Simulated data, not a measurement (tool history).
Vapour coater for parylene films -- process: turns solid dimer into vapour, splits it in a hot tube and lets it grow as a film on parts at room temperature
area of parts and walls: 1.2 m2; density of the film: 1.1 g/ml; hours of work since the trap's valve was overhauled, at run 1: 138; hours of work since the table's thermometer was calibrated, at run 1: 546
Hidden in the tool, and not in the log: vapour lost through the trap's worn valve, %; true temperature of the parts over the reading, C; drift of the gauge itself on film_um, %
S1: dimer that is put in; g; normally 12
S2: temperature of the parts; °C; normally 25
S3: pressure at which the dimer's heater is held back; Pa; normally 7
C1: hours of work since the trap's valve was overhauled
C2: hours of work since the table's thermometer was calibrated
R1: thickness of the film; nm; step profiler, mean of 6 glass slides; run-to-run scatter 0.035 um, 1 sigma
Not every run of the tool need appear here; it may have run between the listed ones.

run	hour	S1	S2	S3	C1	C2	R1
1	0	12	25	7	138	546	4240
2	20.2	12	25	7	152	560	4240
3	31.3	12	25	7	160	568	4270
4	48.5	12	25	2.59	172	580	5050
5	61.2	12	25	2.59	181	589	4930
6	84.1	12	25	2.59	197	606	5030
7	108.9	12	25	5.88	215	623	4310
8	130.1	12	25	5.88	230	638	4400
9	155.2	12	25	5.88	248	656	4390
10	174	12	28	7	261	669	3730
11	194.9	12	28	7	276	684	3740
12	215.4	12	25	7	290	699	4300
13	233.2	12	25	7	303	711	4260
14	247.3	12	25	7	313	721	4280
15	267.7	12	25	7	327	736	4280
16	284.9	12	25	5.15	339	748	4460
17	303.1	12	25	5.15	352	761	4490
18	315	12	25	4.63	361	769	4500
19	325.7	12	25	7	368	777	4260
20	350.5	12	25	7	386	794	4210
21	370	12	25	7	400	808	4210
22	391.9	12	25	7	415	824	4240
23	409.9	12	25	2.59	428	836	4960
24	425.4	12	25	2.59	439	847	5030
25	446.8	12	25	10.57	454	862	3920
26	457.7	16	24	3.27	462	870	6640
27	471.6	12	34	4.86	472	880	3170
28	496.6	12	18	7	489	898	5610
29	506.8	12	18	7	496	905	5610
30	523.8	16	18	6.65	508	917	7610
31	536.4	11	27	7	517	926	3600
32	546.6	11	27	7	525	933	3610
33	569.8	11	25	11.62	541	949	3580
34	581.1	21	25	7	549	958	7380
35	600.7	14	25	9.12	563	971	4730
# hour 614.1: trap's valve overhauled
36	628.1	14	23	2.43	10	988	6490
37	646.8	14	18	8.91	23	1001	6420
38	660.5	14	24	7.34	33	1011	5170
39	681.5	21	27	4.26	48	1026	7560
40	696.4	21	27	4.26	58	1036	7370
41	710.1	10	30	7	68	1046	2840
42	720.4	9	24	10.93	75	1053	3040
43	733.9	9	24	10.93	85	1063	3140
44	758.2	9	24	10.93	102	1080	3050
45	779	12	25	3.8	117	1095	4720
46	792.1	15	25	7	126	1104	5330
47	811.9	15	25	7	140	1118	5320

What differs in the tool's unlogged condition from the final listed run ahead of each entry between runs to the first listed run following it?
Run 35 -> run 36: trap's valve overhauled (hour 614.1)
  vapour lost through the trap's worn valve, %: 0.3 -> 0

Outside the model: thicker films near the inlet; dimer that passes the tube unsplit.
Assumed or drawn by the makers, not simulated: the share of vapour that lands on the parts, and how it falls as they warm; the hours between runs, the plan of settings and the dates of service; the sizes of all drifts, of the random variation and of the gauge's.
